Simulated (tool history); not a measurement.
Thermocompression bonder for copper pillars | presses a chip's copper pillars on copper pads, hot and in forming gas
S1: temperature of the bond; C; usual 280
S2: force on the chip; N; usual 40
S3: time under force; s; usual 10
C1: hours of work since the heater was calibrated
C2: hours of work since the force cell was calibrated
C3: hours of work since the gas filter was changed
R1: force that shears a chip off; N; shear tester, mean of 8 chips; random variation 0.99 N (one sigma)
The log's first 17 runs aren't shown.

run   hour   S1  S2  S3   C1   C2   C3    R1
 18  280.8  280  40  10  202  400  145  79.2
 19  299.7  280  40  10  215  412  157  80.5
 20  310.5  280  40  10  222  420  165  79.1
 21  328.3  280  40  10  234  432  177  77.8
 22  345.0  254  57  13  246  443  188  72.1
 23  356.2  280  35  10  253  451  196  76.3
 24  371.0  280  35  10  263  461  206  75.5
 25  393.8  294  30  16  279  476  221  96.1
 26  403.8  294  30  16  286  483  228  94.7
 27  426.3  294  33  11  301  498  243  87.4
 28  447.1  294  33  11  315  512  257  86.9
 29  457.0  280  33  12  322  519  264  76.2
 30  479.6  280  33  12  337  534  279  74.3

Forecast run 31:
     487.7  -- forming gas filter changed
 31  500.0  280  33  12  350  548   8   ?

R1: 78.9 N
Without the tool's hidden state the same run would have given R1 83.5 N.
